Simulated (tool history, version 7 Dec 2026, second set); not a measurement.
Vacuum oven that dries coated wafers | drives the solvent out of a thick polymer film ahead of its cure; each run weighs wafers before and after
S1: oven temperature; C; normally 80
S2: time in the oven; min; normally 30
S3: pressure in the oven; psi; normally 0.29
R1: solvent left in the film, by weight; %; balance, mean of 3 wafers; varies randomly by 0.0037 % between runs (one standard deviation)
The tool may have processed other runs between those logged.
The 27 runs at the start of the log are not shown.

| run | hour | S1 | S2 | S3 | R1 |
|---|---|---|---|---|---|
| 28 | 294.2 | 80 | 21 | 0.168 | 1.435 |
| 29 | 305.3 | 68 | 36 | 0.725 | 3.455 |
| 30 | 313 | 68 | 36 | 0.725 | 3.454 |
| 31 | 325.6 | 68 | 36 | 0.725 | 3.45 |
| 32 | 339.7 | 68 | 48 | 0.725 | 2.922 |
| 33 | 347.1 | 68 | 48 | 0.345 | 1.718 |
| 34 | 355.8 | 94 | 41 | 0.255 | 0.314 |
| 35 | 365.5 | 94 | 20 | 0.377 | 0.619 |
| 36 | 373.5 | 94 | 20 | 0.377 | 0.622 |
| 37 | 387.4 | 71 | 20 | 0.223 | 3.243 |
| 38 | 397.3 | 75 | 46 | 0.207 | 0.729 |
| 39 | 409.4 | 74 | 16 | 0.207 | 3.427 |
| 40 | 422.2 | 78 | 50 | 0.29 | 0.72 |
| 41 | 431.3 | 81 | 40 | 0.965 | 1.971 |
| 42 | 443.6 | 81 | 40 | 0.965 | 1.975 |
| 43 | 456.1 | 75 | 49 | 0.315 | 0.95 |
| 44 | 470.8 | 88 | 44 | 0.381 | 0.59 |
| 45 | 480.5 | 91 | 50 | 0.289 | 0.395 |
| 46 | 492.6 | 80 | 30 | 0.413 | 1.227 |
| 47 | 499.6 | 79 | 22 | 0.177 | 1.452 |

Branching from run 47: 4 alternative next runs. What would each branch give?
| A | 512.4 | 89 | 22 | 0.553 | ? |
| B | 512.4 | 66 | 40 | 0.173 | ? |
| C | 512.4 | 79 | 23 | 0.252 | ? |
| D | 512.4 | 91 | 30 | 0.215 | ? |

| run | R1 |
|---|---|
| A | 1.06 |
| B | 1.815 |
| C | 1.49 |
| D | 0.34 |
Without the tool's hidden state the same runs would have given:
| run | R1 |
|---|---|
| A | 1.066 |
| B | 1.824 |
| C | 1.51 |
| D | 0.326 |
